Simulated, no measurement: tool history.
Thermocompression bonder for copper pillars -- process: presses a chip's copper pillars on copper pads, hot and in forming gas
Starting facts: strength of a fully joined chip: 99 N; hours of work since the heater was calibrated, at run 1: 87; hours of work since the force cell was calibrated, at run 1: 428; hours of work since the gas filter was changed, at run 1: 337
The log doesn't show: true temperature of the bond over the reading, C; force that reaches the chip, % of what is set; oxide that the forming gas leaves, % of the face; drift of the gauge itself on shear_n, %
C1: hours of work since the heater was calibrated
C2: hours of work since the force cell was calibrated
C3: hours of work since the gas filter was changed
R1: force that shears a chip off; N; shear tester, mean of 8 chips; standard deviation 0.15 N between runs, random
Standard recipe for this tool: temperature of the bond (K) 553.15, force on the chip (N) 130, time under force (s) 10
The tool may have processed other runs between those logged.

run 1 hour=0 | temperature_of_the_bond_(K)=553.15 force_on_the_chip_(N)=130 time_under_force_(s)=10 | C1=87 C2=428 C3=337 | R1=47.7
run 2 hour=7.3 | temperature_of_the_bond_(K)=553.15 force_on_the_chip_(N)=130 time_under_force_(s)=10 | C1=90 C2=431 C3=341 | R1=48
run 3 hour=14.4 | temperature_of_the_bond_(K)=553.15 force_on_the_chip_(N)=130 time_under_force_(s)=10 | C1=94 C2=435 C3=344 | R1=47.8
-- hour=23.2 forming gas filter changed
run 4 hour=27.8 | temperature_of_the_bond_(K)=553.15 force_on_the_chip_(N)=183 time_under_force_(s)=10 | C1=100 C2=441 C3=2 | R1=55.5
run 5 hour=40.4 | temperature_of_the_bond_(K)=549.15 force_on_the_chip_(N)=183 time_under_force_(s)=10 | C1=106 C2=447 C3=8 | R1=53.1
run 6 hour=56 | temperature_of_the_bond_(K)=549.15 force_on_the_chip_(N)=183 time_under_force_(s)=10 | C1=113 C2=454 C3=15 | R1=53.1
run 7 hour=65.5 | temperature_of_the_bond_(K)=549.15 force_on_the_chip_(N)=183 time_under_force_(s)=10 | C1=117 C2=458 C3=20 | R1=53.1
run 8 hour=72.6 | temperature_of_the_bond_(K)=549.15 force_on_the_chip_(N)=183 time_under_force_(s)=10 | C1=120 C2=462 C3=23 | R1=53.4
run 9 hour=87.2 | temperature_of_the_bond_(K)=549.15 force_on_the_chip_(N)=183 time_under_force_(s)=10 | C1=127 C2=468 C3=30 | R1=53
run 10 hour=103 | temperature_of_the_bond_(K)=533.15 force_on_the_chip_(N)=130 time_under_force_(s)=10 | C1=135 C2=476 C3=37 | R1=37.8
run 11 hour=116.4 | temperature_of_the_bond_(K)=533.15 force_on_the_chip_(N)=130 time_under_force_(s)=10 | C1=141 C2=482 C3=43 | R1=37.6
run 12 hour=131.1 | temperature_of_the_bond_(K)=553.15 force_on_the_chip_(N)=164 time_under_force_(s)=10 | C1=148 C2=489 C3=50 | R1=53
run 13 hour=148.5 | temperature_of_the_bond_(K)=553.15 force_on_the_chip_(N)=130 time_under_force_(s)=6 | C1=156 C2=497 C3=58 | R1=39.8
run 14 hour=158.7 | temperature_of_the_bond_(K)=526.15 force_on_the_chip_(N)=104 time_under_force_(s)=6 | C1=160 C2=501 C3=63 | R1=24.8
run 15 hour=173.8 | temperature_of_the_bond_(K)=553.15 force_on_the_chip_(N)=146 time_under_force_(s)=10 | C1=167 C2=508 C3=70 | R1=50.4
run 16 hour=183.9 | temperature_of_the_bond_(K)=540.15 force_on_the_chip_(N)=130 time_under_force_(s)=22 | C1=172 C2=513 C3=74 | R1=54.4
run 17 hour=191.6 | temperature_of_the_bond_(K)=540.15 force_on_the_chip_(N)=130 time_under_force_(s)=22 | C1=176 C2=517 C3=78 | R1=54.3

Run 18 has not been measured yet. What should we expect?
run 18 hour=199.1 | temperature_of_the_bond_(K)=541.15 force_on_the_chip_(N)=130 time_under_force_(s)=10 | C1=179 C2=520 C3=82 | R1=?

Run 18 came out at R1 41.8 N.
Without the tool's hidden state the same run would have given R1 41.7 N.
